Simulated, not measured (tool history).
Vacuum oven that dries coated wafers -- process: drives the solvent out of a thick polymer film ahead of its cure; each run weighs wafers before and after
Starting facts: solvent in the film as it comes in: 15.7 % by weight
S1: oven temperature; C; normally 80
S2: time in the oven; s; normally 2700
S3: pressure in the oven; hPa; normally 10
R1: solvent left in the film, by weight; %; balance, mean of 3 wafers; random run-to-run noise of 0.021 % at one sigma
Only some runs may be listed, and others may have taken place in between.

run,hour,S1,S2,S3,R1
1,0,80,2700,10,1.14
2,74.2,74,2700,10,2.39
3,110.6,74,2700,10,2.4
4,161.2,74,2700,10,2.41
5,238.1,86,2700,10,0.61
# hour 261.4: vacuum gauge cleaned of residue and calibrated
6,310.1,86,2700,10,0.43
7,381.8,86,2700,7.7,0.36
8,429.7,86,2700,7.7,0.39
9,502.8,86,3480,7.7,0.28
10,562,86,3480,7.7,0.27
11,603.4,80,2700,10,0.9
12,682,80,2700,10,0.92
13,755.8,80,2460,10,1.08
14,800,80,1320,10,2.9
15,878.5,80,4740,10,0.53
16,944.9,80,2700,15.4,1.17
17,1015.1,80,2700,15.4,1.13
18,1076.6,80,2700,15.4,1.14
19,1158.1,80,2700,15.4,1.12
20,1231.7,80,2700,15.4,1.14
21,1269.7,80,2700,15.4,1.17
22,1329.4,80,2700,10,0.97
23,1406.7,80,2700,10,0.94
24,1467.1,80,2700,10,0.94
25,1510.7,71,2460,17.6,3.59
26,1554.5,76,2460,12.9,1.97
27,1607.7,76,1560,12.9,3.51
28,1683.7,76,1560,12.9,3.53
29,1734.9,80,1920,10,1.62
# hour 1776.9: oven's thermocouples calibrated
30,1792.7,89,1920,5.8,0.42
31,1837.6,89,1920,5.8,0.46
32,1908,84,3120,10,0.58
33,1947.3,92,2340,35.4,1.1
34,2015.9,92,2340,35.4,1.05
35,2075.4,92,2340,35.4,1.06
36,2125,80,4620,10,0.66
37,2202.6,68,2700,21,4.72
38,2277.3,68,2700,21,4.7
39,2327.3,68,1980,21,5.98
40,2393,68,1980,21,6
41,2429.3,68,1980,21,5.99
42,2464.6,86,2100,21,1.1
# hour 2509.4: vacuum gauge cleaned of residue and calibrated
43,2525.9,80,3900,10.6,0.54
44,2604.5,85,4560,25.4,0.85
45,2659.5,87,2700,10,0.37
46,2719.1,76,2700,10,1.51
47,2762.8,76,2220,10,2.07

Consider 3 possible next runs. They are alternatives, not a sequence: every one starts from the tool as it was left by run 47. What does each give?
A,2822.6,80,4500,12,?
B,2822.6,94,4020,10,?
C,2822.6,68,1620,5.7,?

run,R1
A,0.56
B,0.28
C,5.86
Without the tool's hidden state the same runs would have given:
run,R1
A,0.58
B,0.27
C,6.25
